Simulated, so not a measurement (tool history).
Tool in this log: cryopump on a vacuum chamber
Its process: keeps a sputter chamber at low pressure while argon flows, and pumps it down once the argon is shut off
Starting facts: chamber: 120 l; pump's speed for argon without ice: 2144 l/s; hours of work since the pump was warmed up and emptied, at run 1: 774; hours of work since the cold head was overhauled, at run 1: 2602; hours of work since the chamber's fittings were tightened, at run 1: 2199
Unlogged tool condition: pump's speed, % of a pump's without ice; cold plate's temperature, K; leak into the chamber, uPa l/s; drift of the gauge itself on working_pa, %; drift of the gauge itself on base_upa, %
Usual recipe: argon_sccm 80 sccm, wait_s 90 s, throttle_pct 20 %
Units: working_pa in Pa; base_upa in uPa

run    hour  argon_sccm  wait_s  throttle_pct  hours of work since the pump was warmed up and emptied  hours of work since the cold head was overhauled  hours of work since the chamber's fittings were tightened  working_pa  base_upa
  1       0          80      90            20                                                     774                                              2602                                                       2199      0.3308      1.61
  2    37.2          80     149            20                                                     801                                              2629                                                       2227      0.3312      1.46
  3   105.4          80     149            20                                                     852                                              2680                                                       2278      0.3315      1.47
      143.1  -- pump warmed up, emptied and cooled again
  4     161          80      90            20                                                      13                                              2718                                                       2315      0.3168      1.43
  5   216.8          80      90            20                                                      55                                              2759                                                       2357      0.3171      1.44
      247.8  -- leaking fittings of the chamber tightened, without venting
  6   288.6          80      90            20                                                     107                                              2811                                                         30      0.3188      0.68
  7   369.2          80      90            48                                                     167                                              2871                                                         90      0.1348      0.74
  8   409.9          80      90            48                                                     197                                              2902                                                        121      0.1366      0.78
  9   459.7          52      90            20                                                     234                                              2939                                                        158       0.209      0.75
 10     497          80      90            20                                                     262                                              2966                                                        186        0.32      0.77
 11   538.8          80      90            20                                                     293                                              2998                                                        217        0.32      0.83
 12   591.9          80      90            20                                                     333                                              3037                                                        256      0.3197      0.81
 13   632.9          80      64            20                                                     363                                              3068                                                        287      0.3233      1.04
 14   701.6          80      90            20                                                     414                                              3119                                                        338       0.323      0.84
 15   761.6          80      90            20                                                     459                                              3163                                                        383      0.3233      0.84
 16   799.5          80      90            20                                                     487                                              3192                                                        411      0.3251      0.89
 17   874.8          80      90            20                                                     543                                              3248                                                        467      0.3275      0.91
 18     929          80      26            42                                                     584                                              3288                                                        507      0.1623      2.12
 19   978.5          80      26            42                                                     620                                              3325                                                        544      0.1619      2.17
 20  1023.3          80      26            42                                                     654                                              3358                                                        577      0.1635      2.22
 21  1096.1          80      26            52                                                     708                                              3412                                                        632      0.1376      2.19
 22  1165.2          80      26            52                                                     759                                              3464                                                        683      0.1363      2.23

Run 23 comes next. What will it give?
 23  1219.9         111      90            30                                                     800                                              3504                                                        724           ?         ?

{"run 23": {"working_pa": 0.3149, "base_upa": 1}}
On a tool with no hidden condition, and with the same random variation, this run would have come out at working_pa 0.291 Pa, base_upa 0.62 uPa.

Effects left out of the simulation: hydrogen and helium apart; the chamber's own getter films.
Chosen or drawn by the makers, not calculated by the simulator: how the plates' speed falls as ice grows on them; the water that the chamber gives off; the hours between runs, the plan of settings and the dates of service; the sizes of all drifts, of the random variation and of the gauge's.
